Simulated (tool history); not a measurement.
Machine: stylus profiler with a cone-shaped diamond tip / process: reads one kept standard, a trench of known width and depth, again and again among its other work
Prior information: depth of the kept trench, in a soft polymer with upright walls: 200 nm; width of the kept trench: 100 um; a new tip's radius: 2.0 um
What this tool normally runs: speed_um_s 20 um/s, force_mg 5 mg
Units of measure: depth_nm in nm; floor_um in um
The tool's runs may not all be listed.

Run 1, day 0: usual settings. Result: depth_nm 201 nm, floor_um 97.78 um.
Run 2, day 1.725: usual settings. Result: depth_nm 201.14 nm, floor_um 97.86 um.
Run 3, day 3.804: usual settings. Result: depth_nm 200.98 nm, floor_um 97.8 um.
Run 4, day 7.562: usual settings. Result: depth_nm 200.99 nm, floor_um 97.77 um.
Run 5, day 10.662: usual settings. Result: depth_nm 200.9 nm, floor_um 97.79 um.
Run 6, day 12.483: usual settings. Result: depth_nm 200.85 nm, floor_um 97.76 um.
Run 7, day 15.171: usual settings but force_mg 4.2 mg. Result: depth_nm 200.62 nm, floor_um 97.72 um.
Run 8, day 18.629: usual settings but speed_um_s 36 um/s, force_mg 9.61 mg. Result: depth_nm 201.69 nm, floor_um 97.69 um.
Run 9, day 20.475: usual settings but speed_um_s 45 um/s, force_mg 1.86 mg. Result: depth_nm 199.68 nm, floor_um 97.54 um.
Run 10, day 22.733: usual settings but speed_um_s 11 um/s, force_mg 1.86 mg. Result: depth_nm 199.68 nm, floor_um 97.7 um.
Run 11, day 25.004: usual settings but speed_um_s 23 um/s, force_mg 2.2 mg. Result: depth_nm 199.75 nm, floor_um 97.7 um.
Run 12, day 26.542: usual settings but speed_um_s 24 um/s. Result: depth_nm 200.73 nm, floor_um 97.69 um.
Run 13, day 30.217: usual settings but speed_um_s 50 um/s, force_mg 1.68 mg. Result: depth_nm 199.45 nm, floor_um 97.49 um.
Run 14, day 32.992: usual settings but speed_um_s 50 um/s, force_mg 1.68 mg. Result: depth_nm 199.43 nm, floor_um 97.46 um.

Consider 3 possible next runs. They are alternatives, not a sequence: every one starts from the tool as it was left by run 14. What does each give?
Run A, day 36.042: usual settings but force_mg 2.2 mg. Result: depth_nm ?, floor_um ?.
Run B, day 36.042: usual settings but speed_um_s 10 um/s, force_mg 4.44 mg. Result: depth_nm ?, floor_um ?.
Run C, day 36.042: usual settings but speed_um_s 17 um/s. Result: depth_nm ?, floor_um ?.

run  depth_nm  floor_um
  A    199.36     97.66
  B    200.62     97.73
  C    200.44     97.63
With the hidden condition removed and each run's random variation left untouched, the same runs would have given:
run  depth_nm  floor_um
  A    201.03     98.19
  B    202.29     98.26
  C    202.12     98.16
